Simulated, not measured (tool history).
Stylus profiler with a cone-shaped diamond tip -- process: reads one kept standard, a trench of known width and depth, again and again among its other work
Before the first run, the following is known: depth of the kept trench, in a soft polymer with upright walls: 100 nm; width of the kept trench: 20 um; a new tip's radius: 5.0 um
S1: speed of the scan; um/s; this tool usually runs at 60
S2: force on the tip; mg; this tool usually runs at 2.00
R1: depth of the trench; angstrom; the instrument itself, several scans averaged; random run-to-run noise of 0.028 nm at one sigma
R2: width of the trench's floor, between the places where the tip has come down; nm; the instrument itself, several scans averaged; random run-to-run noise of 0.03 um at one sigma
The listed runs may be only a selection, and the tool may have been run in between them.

Run 1, day 0.000: usual settings. Result: R1 1008.4 angstrom, R2 17620 nm.
Run 2, day 1.796: usual settings. Result: R1 1008.5 angstrom, R2 17600 nm.
Run 3, day 3.908: usual settings. Result: R1 1008.8 angstrom, R2 17530 nm.
Run 4, day 5.346: usual settings but S2 0.98 mg. Result: R1 1005.7 angstrom, R2 17390 nm.
Run 5, day 7.554: usual settings but S2 0.98 mg. Result: R1 1005.7 angstrom, R2 17380 nm.
Run 6, day 9.492: usual settings but S2 1.56 mg. Result: R1 1007.8 angstrom, R2 17440 nm.
At day 9.629: height scale calibrated on a step standard.
Run 7, day 10.796: usual settings. Result: R1 1009.2 angstrom, R2 17540 nm.
Run 8, day 12.621: usual settings. Result: R1 1009.3 angstrom, R2 17510 nm.
Run 9, day 14.062: usual settings but S2 0.87 mg. Result: R1 1006.0 angstrom, R2 17340 nm.
Run 10, day 15.167: usual settings but S1 237 um/s, S2 5.70 mg. Result: R1 1017.8 angstrom, R2 17050 nm.
Run 11, day 16.567: usual settings but S1 139 um/s, S2 3.85 mg. Result: R1 1013.9 angstrom, R2 17260 nm.
At day 16.938: height scale calibrated on a step standard, once more.
Run 12, day 18.271: usual settings but S1 224 um/s, S2 1.96 mg. Result: R1 1008.3 angstrom, R2 16590 nm.
Run 13, day 20.300: usual settings but S1 224 um/s, S2 1.96 mg. Result: R1 1008.4 angstrom, R2 16630 nm.
Run 14, day 21.925: usual settings but S1 224 um/s, S2 1.96 mg. Result: R1 1008.5 angstrom, R2 16560 nm.
Run 15, day 24.138: usual settings but S1 224 um/s, S2 1.96 mg. Result: R1 1008.6 angstrom, R2 16560 nm.
Run 16, day 25.192: usual settings but S2 2.82 mg. Result: R1 1011.1 angstrom, R2 17440 nm.

Below, each run's measurement less what the same run would have read without the hidden state. Both values contain the same run-to-run variation, but the gauge's scatter may not be the same in both:
Hidden conditions of the tool in this case: radius of the tip, um; height scale over the true one, %; drift of the gauge itself on depth_nm, %; drift of the gauge itself on floor_um, %.
run    R1    R2
  1  +0.4  -130
  2  +0.5  -140
  3  +0.6  -160
  4  +0.6  -170
  5  +0.7  -190
  6  +0.8  -210
  7  +1.1  -210
  8  +1.1  -230
  9  +1.3  -240
 10  +1.3  -250
 11  +1.3  -260
 12  -0.1  -270
 13  +0.0  -290
 14  +0.0  -310
 15  +0.1  -320
 16  +0.2  -330
